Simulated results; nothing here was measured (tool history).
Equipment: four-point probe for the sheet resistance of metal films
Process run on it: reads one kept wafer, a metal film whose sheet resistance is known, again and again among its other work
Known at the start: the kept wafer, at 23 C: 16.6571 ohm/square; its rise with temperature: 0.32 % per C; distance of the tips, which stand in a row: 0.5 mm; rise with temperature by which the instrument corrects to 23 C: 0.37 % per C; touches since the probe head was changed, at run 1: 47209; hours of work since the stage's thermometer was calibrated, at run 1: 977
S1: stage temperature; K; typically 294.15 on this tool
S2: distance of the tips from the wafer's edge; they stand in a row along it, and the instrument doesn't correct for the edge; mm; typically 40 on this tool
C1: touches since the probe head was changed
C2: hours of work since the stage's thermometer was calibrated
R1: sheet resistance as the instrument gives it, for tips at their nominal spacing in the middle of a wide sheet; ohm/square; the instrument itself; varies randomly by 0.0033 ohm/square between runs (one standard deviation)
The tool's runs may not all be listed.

{"run": 1, "hour": 0.0, "S1": 294.15, "S2": 40, "C1": 47209, "C2": 977, "R1": 16.908373}
{"run": 2, "hour": 84.2, "S1": 294.15, "S2": 40, "C1": 47946, "C2": 1014, "R1": 16.910693}
{"run": 3, "hour": 159.9, "S1": 294.15, "S2": 40, "C1": 48609, "C2": 1047, "R1": 16.911301}
{"run": 4, "hour": 261.6, "S1": 294.15, "S2": 40, "C1": 49498, "C2": 1091, "R1": 16.917667}
{"run": 5, "hour": 339.9, "S1": 294.15, "S2": 40, "C1": 50184, "C2": 1126, "R1": 16.915977}
{"run": 6, "hour": 465.8, "S1": 294.15, "S2": 40, "C1": 51285, "C2": 1181, "R1": 16.922492}
{"run": 7, "hour": 578.4, "S1": 294.15, "S2": 47, "C1": 52271, "C2": 1230, "R1": 16.924273}
{"run": 8, "hour": 673.0, "S1": 307.15, "S2": 40, "C1": 53098, "C2": 1271, "R1": 16.819888}
{"run": 9, "hour": 801.7, "S1": 307.15, "S2": 40, "C1": 54225, "C2": 1327, "R1": 16.831113}
{"run": 10, "hour": 935.6, "S1": 294.15, "S2": 40, "C1": 55396, "C2": 1386, "R1": 16.940186}
{"run": 11, "hour": 1023.4, "S1": 294.15, "S2": 40, "C1": 56164, "C2": 1424, "R1": 16.939243}
{"run": 12, "hour": 1096.6, "S1": 294.15, "S2": 40, "C1": 56805, "C2": 1456, "R1": 16.940927}
{"run": 13, "hour": 1230.9, "S1": 295.15, "S2": 40, "C1": 57979, "C2": 1515, "R1": 16.942819}
{"hour": 1240.2, "done": "stage's thermometer calibrated"}
{"run": 14, "hour": 1287.6, "S1": 294.15, "S2": 32, "C1": 58471, "C2": 21, "R1": 16.931162}
{"run": 15, "hour": 1374.3, "S1": 294.15, "S2": 44, "C1": 59230, "C2": 59, "R1": 16.940983}
{"run": 16, "hour": 1471.9, "S1": 294.15, "S2": 44, "C1": 60084, "C2": 101, "R1": 16.940553}
{"run": 17, "hour": 1594.8, "S1": 294.15, "S2": 44, "C1": 61159, "C2": 155, "R1": 16.945253}
{"run": 18, "hour": 1657.6, "S1": 294.15, "S2": 4, "C1": 61709, "C2": 182, "R1": 17.085985}
{"run": 19, "hour": 1776.3, "S1": 294.15, "S2": 40, "C1": 62747, "C2": 234, "R1": 16.949923}
{"run": 20, "hour": 1851.7, "S1": 294.15, "S2": 73, "C1": 63407, "C2": 267, "R1": 16.958017}
{"hour": 1902.6, "done": "new probe head fitted"}
{"run": 21, "hour": 1925.2, "S1": 304.15, "S2": 4, "C1": 198, "C2": 299, "R1": 16.691575}
{"run": 22, "hour": 2047.3, "S1": 304.15, "S2": 4, "C1": 1266, "C2": 352, "R1": 16.692583}
{"run": 23, "hour": 2171.4, "S1": 298.15, "S2": 45, "C1": 2352, "C2": 406, "R1": 16.612292}
{"run": 24, "hour": 2277.7, "S1": 293.15, "S2": 26, "C1": 3282, "C2": 453, "R1": 16.66018}
{"run": 25, "hour": 2352.7, "S1": 304.15, "S2": 10, "C1": 3939, "C2": 486, "R1": 16.583321}
{"run": 26, "hour": 2476.3, "S1": 304.15, "S2": 10, "C1": 5020, "C2": 540, "R1": 16.594693}
{"run": 27, "hour": 2539.5, "S1": 304.15, "S2": 6, "C1": 5573, "C2": 567, "R1": 16.632959}
{"run": 28, "hour": 2616.2, "S1": 304.15, "S2": 6, "C1": 6244, "C2": 601, "R1": 16.644676}
{"run": 29, "hour": 2735.9, "S1": 304.15, "S2": 74, "C1": 7291, "C2": 653, "R1": 16.576329}
{"run": 30, "hour": 2851.4, "S1": 304.15, "S2": 74, "C1": 8302, "C2": 704, "R1": 16.584657}
{"run": 31, "hour": 2987.5, "S1": 293.15, "S2": 6, "C1": 9493, "C2": 763, "R1": 16.739557}
{"run": 32, "hour": 3115.9, "S1": 294.15, "S2": 4, "C1": 10616, "C2": 819, "R1": 16.811553}
{"run": 33, "hour": 3208.9, "S1": 306.15, "S2": 60, "C1": 11430, "C2": 860, "R1": 16.572013}
{"run": 34, "hour": 3276.6, "S1": 306.15, "S2": 60, "C1": 12022, "C2": 889, "R1": 16.58469}
{"run": 35, "hour": 3401.3, "S1": 306.15, "S2": 60, "C1": 13114, "C2": 944, "R1": 16.590117}
{"run": 36, "hour": 3494.6, "S1": 306.15, "S2": 60, "C1": 13930, "C2": 985, "R1": 16.59119}
{"run": 37, "hour": 3584.6, "S1": 306.15, "S2": 7, "C1": 14718, "C2": 1024, "R1": 16.64604}
{"run": 38, "hour": 3660.9, "S1": 304.15, "S2": 3, "C1": 15385, "C2": 1057, "R1": 16.858667}
{"run": 39, "hour": 3770.2, "S1": 294.15, "S2": 13, "C1": 16341, "C2": 1105, "R1": 16.715235}

Across each entry between runs, compare the hidden state at the last listed run before it with the hidden state at the first listed run after it:
Logged between run 13 and run 14: stage's thermometer calibrated (hour 1240.2)
  inner tips' distance over the nominal, %: 1.421 -> 1.43; tips' flats over new ones', %: 86 -> 87; wafer's true temperature over the reading, C: 0.26 -> 0.02
  measured less the result without the state, R1: +0.270851 -> +0.259411 ohm/square
Logged between run 20 and run 21: new probe head fitted (hour 1902.6)
  inner tips' distance over the nominal, %: 1.516 -> -0.246; tips' flats over new ones', %: 94 -> 0
  measured less the result without the state, R1: +0.277865 -> -0.040600 ohm/square
